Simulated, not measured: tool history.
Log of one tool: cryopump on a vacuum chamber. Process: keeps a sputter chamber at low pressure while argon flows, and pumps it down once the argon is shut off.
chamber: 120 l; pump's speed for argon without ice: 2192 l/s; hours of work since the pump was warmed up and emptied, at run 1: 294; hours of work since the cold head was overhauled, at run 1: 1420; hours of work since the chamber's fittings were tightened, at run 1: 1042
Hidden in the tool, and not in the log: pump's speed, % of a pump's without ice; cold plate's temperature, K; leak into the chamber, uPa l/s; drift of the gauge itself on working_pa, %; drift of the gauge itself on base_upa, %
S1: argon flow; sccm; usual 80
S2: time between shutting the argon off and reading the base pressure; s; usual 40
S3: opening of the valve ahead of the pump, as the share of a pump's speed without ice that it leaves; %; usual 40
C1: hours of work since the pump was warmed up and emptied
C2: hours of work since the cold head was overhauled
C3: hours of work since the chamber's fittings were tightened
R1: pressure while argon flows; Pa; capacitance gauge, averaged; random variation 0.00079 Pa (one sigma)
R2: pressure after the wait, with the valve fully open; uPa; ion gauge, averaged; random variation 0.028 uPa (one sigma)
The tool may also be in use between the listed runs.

{"run": 1, "day": 0.0, "S1": 80, "S2": 40, "S3": 40, "C1": 294, "C2": 1420, "C3": 1042, "R1": 0.1607, "R2": 1.64}
{"run": 2, "day": 5.496, "S1": 80, "S2": 40, "S3": 40, "C1": 361, "C2": 1487, "C3": 1109, "R1": 0.161, "R2": 1.64}
{"run": 3, "day": 10.129, "S1": 80, "S2": 40, "S3": 40, "C1": 418, "C2": 1544, "C3": 1166, "R1": 0.1627, "R2": 1.62}
{"run": 4, "day": 12.954, "S1": 80, "S2": 40, "S3": 40, "C1": 453, "C2": 1578, "C3": 1201, "R1": 0.1644, "R2": 1.72}
{"run": 5, "day": 17.162, "S1": 80, "S2": 40, "S3": 40, "C1": 504, "C2": 1630, "C3": 1252, "R1": 0.1662, "R2": 1.68}
{"run": 6, "day": 21.204, "S1": 80, "S2": 40, "S3": 40, "C1": 554, "C2": 1679, "C3": 1302, "R1": 0.168, "R2": 1.7}
{"run": 7, "day": 24.846, "S1": 80, "S2": 40, "S3": 40, "C1": 598, "C2": 1724, "C3": 1347, "R1": 0.168, "R2": 1.72}
{"run": 8, "day": 28.196, "S1": 80, "S2": 40, "S3": 40, "C1": 640, "C2": 1765, "C3": 1388, "R1": 0.1708, "R2": 1.74}
{"run": 9, "day": 30.808, "S1": 80, "S2": 40, "S3": 40, "C1": 672, "C2": 1797, "C3": 1420, "R1": 0.1701, "R2": 1.74}
{"run": 10, "day": 33.05, "S1": 93, "S2": 40, "S3": 40, "C1": 699, "C2": 1824, "C3": 1447, "R1": 0.1982, "R2": 1.77}
{"run": 11, "day": 35.979, "S1": 93, "S2": 40, "S3": 40, "C1": 735, "C2": 1860, "C3": 1483, "R1": 0.2006, "R2": 1.8}
{"run": 12, "day": 41.146, "S1": 93, "S2": 40, "S3": 40, "C1": 798, "C2": 1924, "C3": 1546, "R1": 0.203, "R2": 1.88}
{"run": 13, "day": 44.592, "S1": 80, "S2": 40, "S3": 40, "C1": 840, "C2": 1966, "C3": 1588, "R1": 0.176, "R2": 1.85}
{"run": 14, "day": 48.292, "S1": 59, "S2": 262, "S3": 27, "C1": 886, "C2": 2011, "C3": 1634, "R1": 0.1866, "R2": 0.9}
{"run": 15, "day": 53.154, "S1": 51, "S2": 182, "S3": 40, "C1": 945, "C2": 2071, "C3": 1693, "R1": 0.1153, "R2": 1.01}
{"run": 16, "day": 58.204, "S1": 51, "S2": 182, "S3": 40, "C1": 1007, "C2": 2133, "C3": 1755, "R1": 0.1165, "R2": 1.03}
{"run": 17, "day": 62.0, "S1": 51, "S2": 182, "S3": 40, "C1": 1054, "C2": 2179, "C3": 1802, "R1": 0.1177, "R2": 1.16}
{"run": 18, "day": 64.758, "S1": 51, "S2": 182, "S3": 40, "C1": 1087, "C2": 2213, "C3": 1835, "R1": 0.1179, "R2": 1.12}
{"day": 65.446, "done": "pump warmed up, emptied and cooled again"}
{"run": 19, "day": 69.367, "S1": 51, "S2": 182, "S3": 40, "C1": 48, "C2": 2267, "C3": 1889, "R1": 0.1, "R2": 0.88}
{"run": 20, "day": 72.7, "S1": 51, "S2": 182, "S3": 40, "C1": 89, "C2": 2308, "C3": 1930, "R1": 0.101, "R2": 0.88}
{"run": 21, "day": 77.1, "S1": 108, "S2": 38, "S3": 56, "C1": 143, "C2": 2362, "C3": 1984, "R1": 0.1545, "R2": 1.86}
{"run": 22, "day": 82.362, "S1": 80, "S2": 34, "S3": 38, "C1": 207, "C2": 2426, "C3": 2049, "R1": 0.1678, "R2": 1.98}
{"run": 23, "day": 86.546, "S1": 130, "S2": 40, "S3": 24, "C1": 259, "C2": 2477, "C3": 2100, "R1": 0.4302, "R2": 1.89}
{"run": 24, "day": 89.896, "S1": 48, "S2": 123, "S3": 54, "C1": 300, "C2": 2518, "C3": 2141, "R1": 0.0731, "R2": 1.12}
{"run": 25, "day": 93.346, "S1": 80, "S2": 184, "S3": 17, "C1": 342, "C2": 2561, "C3": 2183, "R1": 0.3697, "R2": 1.01}
{"day": 94.983, "done": "leaking fittings of the chamber tightened, without venting"}
{"run": 26, "day": 96.883, "S1": 115, "S2": 55, "S3": 23, "C1": 384, "C2": 2603, "C3": 23, "R1": 0.4008, "R2": 1.07}

Forecast each of these 4 alternatives for the next run:
{"run": "A", "day": 101.083, "S1": 128, "S2": 60, "S3": 23, "C1": 436, "C2": 2654, "C3": 75, "R1": "?", "R2": "?"}
{"run": "B", "day": 101.083, "S1": 61, "S2": 143, "S3": 25, "C1": 436, "C2": 2654, "C3": 75, "R1": "?", "R2": "?"}
{"run": "C", "day": 101.083, "S1": 80, "S2": 36, "S3": 57, "C1": 436, "C2": 2654, "C3": 75, "R1": "?", "R2": "?"}
{"run": "D", "day": 101.083, "S1": 55, "S2": 26, "S3": 52, "C1": 436, "C2": 2654, "C3": 75, "R1": "?", "R2": "?"}

run=A R1=0.4486 R2=1.03
run=B R1=0.1969 R2=0.51
run=C R1=0.1198 R2=1.52
run=D R1=0.0899 R2=1.99
Without the tool's hidden state the same runs would have given:
run=A R1=0.4304 R2=0.95
run=B R1=0.1882 R2=0.43
run=C R1=0.1084 R2=1.44
run=D R1=0.0820 R2=1.92
